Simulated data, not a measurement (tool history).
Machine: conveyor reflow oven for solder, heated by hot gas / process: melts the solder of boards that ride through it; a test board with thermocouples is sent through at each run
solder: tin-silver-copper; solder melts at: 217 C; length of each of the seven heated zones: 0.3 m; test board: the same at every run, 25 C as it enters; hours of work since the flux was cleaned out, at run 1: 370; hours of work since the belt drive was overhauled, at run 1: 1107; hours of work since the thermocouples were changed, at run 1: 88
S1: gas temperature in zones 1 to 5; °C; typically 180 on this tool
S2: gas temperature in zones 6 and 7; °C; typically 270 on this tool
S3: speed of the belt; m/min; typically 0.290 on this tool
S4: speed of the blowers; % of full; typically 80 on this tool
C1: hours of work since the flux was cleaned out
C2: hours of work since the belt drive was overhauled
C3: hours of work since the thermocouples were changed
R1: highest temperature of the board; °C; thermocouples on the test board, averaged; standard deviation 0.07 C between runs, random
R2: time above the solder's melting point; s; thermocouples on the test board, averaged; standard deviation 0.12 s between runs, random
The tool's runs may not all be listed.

run	hour	S1	S2	S3	S4	C1	C2	C3	R1	R2
1	0.0	180	270	0.290	80	370	1107	88	259.89	105.8
2	53.5	180	270	0.290	80	406	1142	124	259.92	105.8
3	111.5	180	270	0.290	58	444	1181	163	254.24	98.6
# hour 153.5: flux residue cleaned out of gas plates and filters
4	179.9	180	270	0.290	58	18	1223	205	254.34	98.4
5	231.1	180	270	0.290	58	52	1257	239	254.29	98.5
6	298.6	180	270	0.290	80	97	1302	284	259.98	105.8
7	370.9	180	270	0.290	80	145	1351	332	259.99	105.9
8	403.5	180	270	0.290	80	167	1372	354	259.94	106.0
9	460.8	180	270	0.290	80	205	1411	392	259.88	105.8
10	533.3	180	270	0.290	81	253	1459	441	260.12	105.8
11	603.2	180	270	0.326	80	300	1505	487	257.00	90.6
12	673.5	180	270	0.238	80	347	1552	534	263.82	134.4
13	711.5	180	270	0.238	80	372	1578	559	263.84	134.4
14	768.2	180	270	0.238	80	410	1615	597	263.82	134.6
15	812.6	180	270	0.238	80	439	1645	627	263.88	134.5
# hour 860.6: flux residue cleaned out of gas plates and filters
16	860.6	181	270	0.328	69	0	1674	656	254.12	87.4
17	921.5	181	270	0.328	69	41	1714	696	254.12	87.4
# hour 982.7: belt drive overhauled, speed set with a stopwatch
18	995.9	181	270	0.328	69	88	9	743	254.16	87.3
19	1040.4	184	282	0.243	80	117	38	773	275.25	141.2
20	1074.9	169	272	0.243	79	140	61	796	264.31	125.9
21	1121.3	169	272	0.243	79	171	92	827	264.38	125.7
22	1167.4	169	272	0.243	79	202	123	857	264.38	125.8
23	1246.1	181	272	0.247	70	254	176	910	263.53	128.8
24	1290.9	181	272	0.247	70	284	205	940	263.68	128.9
25	1323.0	180	270	0.277	57	306	227	961	255.39	104.7
26	1393.3	180	283	0.277	70	352	274	1008	270.71	118.6
27	1430.0	185	265	0.299	80	377	298	1032	255.23	101.4
28	1480.8	169	283	0.290	80	411	332	1066	270.48	107.8
29	1545.1	169	264	0.290	59	454	375	1109	247.51	84.1

What does the tool deliver on the next run?
# hour 1573.7: flux residue cleaned out of gas plates and filters
30	1612.0	194	267	0.266	80	26	416	1150	?	?

R1: 260.50 °C
R2: 125.9 s
Were there no unlogged condition in the tool, this run, its random variation unchanged, would have produced R1 260.47 °C, R2 125.8 s.
